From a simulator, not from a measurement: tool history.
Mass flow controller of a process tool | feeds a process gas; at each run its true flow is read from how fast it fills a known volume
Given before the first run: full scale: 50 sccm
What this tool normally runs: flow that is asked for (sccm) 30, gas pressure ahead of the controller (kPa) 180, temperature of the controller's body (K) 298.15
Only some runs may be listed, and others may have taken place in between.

run     day  flow that is asked for (sccm)  gas pressure ahead of the controller (kPa)  temperature of the controller's body (K)  true flow (%)
  1       0                             30                                         180                                    298.15          99.24
  2   3.608                             30                                         180                                    298.15          99.13
  3   6.146                             30                                         180                                    298.15          99.16
  4   8.554                             30                                         180                                    298.15          99.15
  5  12.121                             30                                         180                                    298.15          99.11
  6  14.762                             30                                         180                                    304.15          99.54
  7  18.062                             30                                         180                                    304.15          99.58
  8  20.392                             30                                         180                                    304.15          99.59
  9  22.629                             30                                         180                                    298.15          99.29
 10  24.221                             30                                         180                                    310.15           99.9
 11    26.8                             30                                         180                                    310.15         100.01
 12  30.442                             30                                         180                                    310.15         100.08
 13  32.838                             20                                         180                                    298.15          99.07
 14  36.654                             36                                         180                                    298.15          99.38
 15    40.1                             36                                         180                                    298.15           99.4
 16  42.508                             36                                         180                                    298.15          99.45
 17  46.046                             36                                         180                                    298.15          99.38
 18   49.75                             30                                         224                                    298.15          99.45
 19  51.475                             30                                         224                                    293.15          99.19
 20  54.208                             30                                         180                                    298.15          99.24
 21  57.596                             30                                         180                                    298.15          99.28
     57.867  -- controller's zero set anew
 22  59.554                             30                                         180                                    298.15          99.63
 23  63.046                             30                                         180                                    298.15          99.47
 24  66.642                             30                                         180                                    298.15          99.61
 25  70.254                             30                                         180                                    304.15          99.98
 26  72.733                             30                                         180                                    304.15            100
     74.821  -- controller's zero set anew, once more
 27  76.108                             21                                         220                                    306.15          98.76
 28  79.342                             21                                         220                                    306.15           98.7
 29  81.296                              8                                         180                                    298.15          97.65
 30  82.904                              7                                         180                                    297.15           97.6
 31  86.258                              7                                         180                                    297.15          97.54
 32  89.088                              7                                         180                                    297.15          97.77

Run 33 is up next; what results do you expect?
 33  92.121                              7                                         180                                    297.15              ?

true flow (%): 97.81
Minus the tool's unlogged condition, the same run would have read true flow (%) 97.94.

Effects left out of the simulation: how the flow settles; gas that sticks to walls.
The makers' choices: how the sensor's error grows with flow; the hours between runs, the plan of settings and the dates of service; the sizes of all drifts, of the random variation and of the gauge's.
